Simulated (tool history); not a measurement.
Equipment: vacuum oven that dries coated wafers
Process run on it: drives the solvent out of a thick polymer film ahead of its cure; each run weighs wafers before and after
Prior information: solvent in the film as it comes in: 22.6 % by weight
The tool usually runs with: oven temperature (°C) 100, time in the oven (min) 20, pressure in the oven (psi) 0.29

| run | day | oven temperature (°C) | time in the oven (min) | pressure in the oven (psi) | solvent left in the film (%) |
|---|---|---|---|---|---|
| 1 | 0 | 100 | 20 | 0.29 | 1.66 |
| 2 | 4.338 | 100 | 20 | 0.149 | 1.37 |
| 3 | 6.958 | 100 | 20 | 0.149 | 1.33 |
| 4 | 9.162 | 100 | 20 | 0.149 | 1.29 |
| 5 | 14.371 | 100 | 20 | 0.722 | 2.88 |
| 6 | 18.196 | 100 | 20 | 0.722 | 2.94 |
| 7 | 20.371 | 100 | 20 | 0.29 | 1.75 |
| 8 | 25.175 | 100 | 20 | 0.29 | 1.84 |
| 9 | 29.388 | 100 | 20 | 0.323 | 1.99 |
| 10 | 32.488 | 87 | 20 | 0.29 | 7.37 |
| 11 | 37.5 | 87 | 20 | 0.29 | 7.47 |
| 12 | 40.088 | 87 | 20 | 0.29 | 7.4 |
| 13 | 45.142 | 87 | 20 | 0.29 | 7.63 |
| 14 | 47.354 | 87 | 20 | 0.29 | 7.54 |
| 15 | 50.492 | 88 | 11 | 0.985 | 12.28 |
| 16 | 54.358 | 96 | 11 | 1.104 | 8.77 |
| 17 | 57.392 | 113 | 21 | 1.104 | 2.01 |
| 18 | 60.679 | 96 | 28 | 0.589 | 3.14 |
|  | 61.038 | oven's thermocouples calibrated |
| 19 | 64.458 | 96 | 28 | 0.589 | 3.2 |
| 20 | 69.188 | 96 | 28 | 1.04 | 4.78 |
|  | 70.608 | oven's thermocouples calibrated, once more |
| 21 | 73.538 | 96 | 31 | 0.363 | 1.71 |
| 22 | 78.25 | 100 | 20 | 0.609 | 2.34 |
| 23 | 80.762 | 100 | 20 | 0.609 | 2.53 |
| 24 | 83.775 | 100 | 13 | 0.151 | 3.03 |
| 25 | 87.267 | 97 | 34 | 0.727 | 2.64 |
| 26 | 90.883 | 90 | 16 | 0.154 | 6.33 |
| 27 | 94.812 | 105 | 11 | 0.365 | 2.56 |

How would selected steps in solvent left in the film (%) from run to run divide? Give the signed amount a tool lacking its hidden state would still show from settings, what came in and random variation, and the signed amount left for the hidden state, including any gauge scatter that is not in both of the compared results.
Hidden state present: true wafer temperature over the reading, C; true pressure over the reading, kPa; drift of the gauge itself on solvent_pct, %.
Run 9 -> 10: oven temperature (°C) 100 -> 87, pressure in the oven (psi) 0.323 -> 0.29. solvent left in the film (%) +5.38: hidden state +0.48, all else +4.9.
Run 16 -> 17: oven temperature (°C) 96 -> 113, time in the oven (min) 11 -> 21. solvent left in the film (%) -6.76: hidden state -0.93, all else -5.83.
Run 20 -> 21: time in the oven (min) 28 -> 31, pressure in the oven (psi) 1.04 -> 0.363, oven's thermocouples calibrated, once more. solvent left in the film (%) -3.07: hidden state -0.89, all else -2.18.

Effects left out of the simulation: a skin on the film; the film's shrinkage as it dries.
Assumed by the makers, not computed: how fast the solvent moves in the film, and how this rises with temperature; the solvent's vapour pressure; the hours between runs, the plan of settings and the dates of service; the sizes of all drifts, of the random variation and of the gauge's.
